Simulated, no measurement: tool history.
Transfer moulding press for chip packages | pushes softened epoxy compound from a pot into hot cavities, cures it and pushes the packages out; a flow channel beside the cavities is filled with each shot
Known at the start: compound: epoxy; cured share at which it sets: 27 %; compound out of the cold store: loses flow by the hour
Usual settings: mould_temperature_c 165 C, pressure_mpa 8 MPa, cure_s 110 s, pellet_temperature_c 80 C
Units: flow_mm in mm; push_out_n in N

run,hour,mould_temperature_c,pressure_mpa,cure_s,pellet_temperature_c,incoming compound's hours out of the cold store,flow_mm,push_out_n
1,0,165,8,110,80,19,817,368
2,10.5,165,8,110,80,31.8,778,391
3,17.5,160,8,110,80,22.5,831,539
4,26.5,160,8,110,80,39.3,780,576
5,34.4,165,8,99,80,33.2,776,513
6,43.4,165,8,111,80,11.8,845,489
7,57.4,165,8,111,80,36.8,759,485
8,64.2,165,8,111,80,31,778,491
# hour 66.7: cavities cleaned with cleaning compound and waxed
9,73.9,173,8,110,82,21.7,779,318
10,87.5,165,7.23,110,80,25.8,750,398
11,98.5,165,7.23,110,80,19.9,768,427
12,105.5,165,7.23,110,80,34.3,727,444
13,119.6,166,8.03,110,87,17.2,820,467
14,128.6,163,8.03,148,73,17.7,820,441

5 ways to go on from here, each from the tool as it stands after run 14. What would each give?
# hour 143.9: cavities cleaned with cleaning compound and waxed
A,143.9,166,8,110,77,39.2,?,?
# hour 143.9: cavities cleaned with cleaning compound and waxed
B,143.9,171,8,114,87,38.3,?,?
# hour 143.9: cavities cleaned with cleaning compound and waxed
C,143.9,165,9.06,110,78,16.8,?,?
# hour 143.9: cavities cleaned with cleaning compound and waxed
D,143.9,158,8.75,110,80,15.8,?,?
# hour 143.9: cavities cleaned with cleaning compound and waxed
E,143.9,158,6.91,110,80,11.2,?,?

run,flow_mm,push_out_n
A,746,315
B,726,281
C,872,331
D,899,493
E,815,503
Without the tool's hidden state the same runs would have given:
run,flow_mm,push_out_n
A,764,313
B,743,279
C,893,328
D,920,489
E,834,499
